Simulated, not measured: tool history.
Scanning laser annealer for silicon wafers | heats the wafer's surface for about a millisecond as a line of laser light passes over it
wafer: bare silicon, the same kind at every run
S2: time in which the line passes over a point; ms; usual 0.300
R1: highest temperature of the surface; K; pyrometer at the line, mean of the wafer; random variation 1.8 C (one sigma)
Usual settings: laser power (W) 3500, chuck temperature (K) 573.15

Run 1, hour 0.0: usual settings. Result: R1 1320.15 K.
Run 2, hour 22.4: usual settings. Result: R1 1317.15 K.
Run 3, hour 48.6: usual settings. Result: R1 1315.15 K.
Run 4, hour 85.6: usual settings. Result: R1 1313.15 K.
Run 5, hour 114.3: usual settings. Result: R1 1317.15 K.
Run 6, hour 140.8: usual settings. Result: R1 1312.15 K.
Run 7, hour 170.0: usual settings. Result: R1 1316.15 K.
Run 8, hour 207.4: usual settings. Result: R1 1311.15 K.
Run 9, hour 232.3: usual settings. Result: R1 1310.15 K.
Run 10, hour 255.5: usual settings. Result: R1 1307.15 K.
Run 11, hour 286.8: usual settings. Result: R1 1304.15 K.
At hour 293.3: laser's power meter calibrated.
Run 12, hour 315.8: usual settings. Result: R1 1306.15 K.
Run 13, hour 352.7: usual settings. Result: R1 1300.15 K.
Run 14, hour 381.7: usual settings but laser power (W) 3574, S2 0.306 ms, chuck temperature (K) 553.15. Result: R1 1310.15 K.
Run 15, hour 414.3: usual settings but laser power (W) 3574, S2 0.306 ms, chuck temperature (K) 553.15. Result: R1 1305.15 K.
At hour 437.2: laser's power meter calibrated, once more.
Run 16, hour 437.3: usual settings but laser power (W) 3147, S2 0.214 ms, chuck temperature (K) 544.15. Result: R1 1082.15 K.
Run 17, hour 462.3: usual settings but laser power (W) 2998, S2 0.270 ms, chuck temperature (K) 542.15. Result: R1 1112.15 K.
Run 18, hour 483.1: usual settings but laser power (W) 3143, S2 0.275 ms, chuck temperature (K) 588.15. Result: R1 1195.15 K.
Run 19, hour 507.2: usual settings but laser power (W) 3204, S2 0.235 ms, chuck temperature (K) 612.15. Result: R1 1185.15 K.
Run 20, hour 544.1: usual settings but laser power (W) 3719, S2 0.235 ms, chuck temperature (K) 612.15. Result: R1 1289.15 K.
At hour 584.0: optics aligned, line set to its width.
Run 21, hour 587.2: usual settings but laser power (W) 3678, S2 0.214 ms, chuck temperature (K) 551.15. Result: R1 1196.15 K.

4 ways to go on from here, each from the tool as it stands after run 21. What would each give?
Run A, hour 614.6: usual settings but laser power (W) 3112. Result: R1 ?.
Run B, hour 614.6: usual settings but laser power (W) 3793, chuck temperature (K) 593.15. Result: R1 ?.
Run C, hour 614.6: usual settings but laser power (W) 3749, S2 0.237 ms, chuck temperature (K) 551.15. Result: R1 ?.
Run D, hour 614.6: usual settings but S2 0.263 ms. Result: R1 ?.

run       R1
  A  1201.15
  B  1382.15
  C  1241.15
  D  1246.15
Without the tool's hidden state the same runs would have given:
run       R1
  A  1249.15
  B  1443.15
  C  1295.15
  D  1298.15

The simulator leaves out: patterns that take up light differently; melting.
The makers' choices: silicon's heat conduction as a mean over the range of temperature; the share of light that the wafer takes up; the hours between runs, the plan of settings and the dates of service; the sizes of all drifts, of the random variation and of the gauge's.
